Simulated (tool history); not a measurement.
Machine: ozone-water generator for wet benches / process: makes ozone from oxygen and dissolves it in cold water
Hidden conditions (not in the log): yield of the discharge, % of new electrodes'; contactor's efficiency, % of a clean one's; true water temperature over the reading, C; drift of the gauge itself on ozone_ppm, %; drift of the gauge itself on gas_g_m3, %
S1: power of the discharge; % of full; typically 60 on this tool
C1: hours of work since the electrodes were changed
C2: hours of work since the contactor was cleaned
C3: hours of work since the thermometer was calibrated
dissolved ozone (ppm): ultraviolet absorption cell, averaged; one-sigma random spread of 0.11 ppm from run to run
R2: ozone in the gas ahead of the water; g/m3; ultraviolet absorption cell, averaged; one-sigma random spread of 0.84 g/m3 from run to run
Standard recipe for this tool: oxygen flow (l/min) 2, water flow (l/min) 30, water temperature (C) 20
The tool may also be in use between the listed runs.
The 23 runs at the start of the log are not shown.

{"run": 24, "hour": 3183.6, "S1": 54, "oxygen flow (l/min)": 2, "water flow (l/min)": 35, "water temperature (C)": 20, "C1": 3793, "C2": 5806, "C3": 103, "dissolved ozone (ppm)": 5.1, "R2": 127.3}
{"run": 25, "hour": 3326.3, "S1": 54, "oxygen flow (l/min)": 1.04, "water flow (l/min)": 44, "water temperature (C)": 17, "C1": 3927, "C2": 5940, "C3": 238, "dissolved ozone (ppm)": 2.9, "R2": 159.8}
{"hour": 3481.6, "done": "contactor cleaned"}
{"run": 26, "hour": 3511.1, "S1": 54, "oxygen flow (l/min)": 1.04, "water flow (l/min)": 44, "water temperature (C)": 17, "C1": 4097, "C2": 28, "C3": 408, "dissolved ozone (ppm)": 2.7, "R2": 161}
{"run": 27, "hour": 3686.7, "S1": 64, "oxygen flow (l/min)": 1.79, "water flow (l/min)": 44, "water temperature (C)": 14, "C1": 4262, "C2": 193, "C3": 573, "dissolved ozone (ppm)": 4, "R2": 147.1}
{"run": 28, "hour": 3795.5, "S1": 60, "oxygen flow (l/min)": 2, "water flow (l/min)": 30, "water temperature (C)": 15, "C1": 4365, "C2": 295, "C3": 675, "dissolved ozone (ppm)": 6.6, "R2": 134.1}
{"run": 29, "hour": 3931.4, "S1": 94, "oxygen flow (l/min)": 1.43, "water flow (l/min)": 26, "water temperature (C)": 12, "C1": 4493, "C2": 423, "C3": 803, "dissolved ozone (ppm)": 8.8, "R2": 200.4}
{"run": 30, "hour": 4055.8, "S1": 60, "oxygen flow (l/min)": 2, "water flow (l/min)": 30, "water temperature (C)": 17, "C1": 4610, "C2": 540, "C3": 920, "dissolved ozone (ppm)": 6.6, "R2": 136.4}
{"run": 31, "hour": 4166.6, "S1": 88, "oxygen flow (l/min)": 2, "water flow (l/min)": 23, "water temperature (C)": 18, "C1": 4714, "C2": 645, "C3": 1024, "dissolved ozone (ppm)": 10.5, "R2": 169.9}
{"run": 32, "hour": 4314.3, "S1": 84, "oxygen flow (l/min)": 2, "water flow (l/min)": 30, "water temperature (C)": 20, "C1": 4853, "C2": 784, "C3": 1163, "dissolved ozone (ppm)": 7.7, "R2": 166.2}

Below are 4 alternative next runs, each starting from the tool's condition after run 32. Predict each:
{"run": "A", "hour": 4462.7, "S1": 45, "oxygen flow (l/min)": 2, "water flow (l/min)": 30, "water temperature (C)": 15, "C1": 4993, "C2": 923, "C3": 1303, "dissolved ozone (ppm)": "?", "R2": "?"}
{"run": "B", "hour": 4462.7, "S1": 60, "oxygen flow (l/min)": 2, "water flow (l/min)": 21, "water temperature (C)": 22, "C1": 4993, "C2": 923, "C3": 1303, "dissolved ozone (ppm)": "?", "R2": "?"}
{"run": "C", "hour": 4462.7, "S1": 84, "oxygen flow (l/min)": 2.03, "water flow (l/min)": 29, "water temperature (C)": 20, "C1": 4993, "C2": 923, "C3": 1303, "dissolved ozone (ppm)": "?", "R2": "?"}
{"run": "D", "hour": 4462.7, "S1": 72, "oxygen flow (l/min)": 2, "water flow (l/min)": 47, "water temperature (C)": 19, "C1": 4993, "C2": 923, "C3": 1303, "dissolved ozone (ppm)": "?", "R2": "?"}

run=A dissolved_ozone_(ppm)=5.5 R2=113.2
run=B dissolved_ozone_(ppm)=9 R2=136.1
run=C dissolved_ozone_(ppm)=8.1 R2=164.7
run=D dissolved_ozone_(ppm)=4.5 R2=150.1
Take away the tool's hidden state, keep each run's random variation, and the runs would have read:
run=A dissolved_ozone_(ppm)=5.5 R2=113.4
run=B dissolved_ozone_(ppm)=9 R2=136.4
run=C dissolved_ozone_(ppm)=8.2 R2=165.2
run=D dissolved_ozone_(ppm)=4.5 R2=150.5

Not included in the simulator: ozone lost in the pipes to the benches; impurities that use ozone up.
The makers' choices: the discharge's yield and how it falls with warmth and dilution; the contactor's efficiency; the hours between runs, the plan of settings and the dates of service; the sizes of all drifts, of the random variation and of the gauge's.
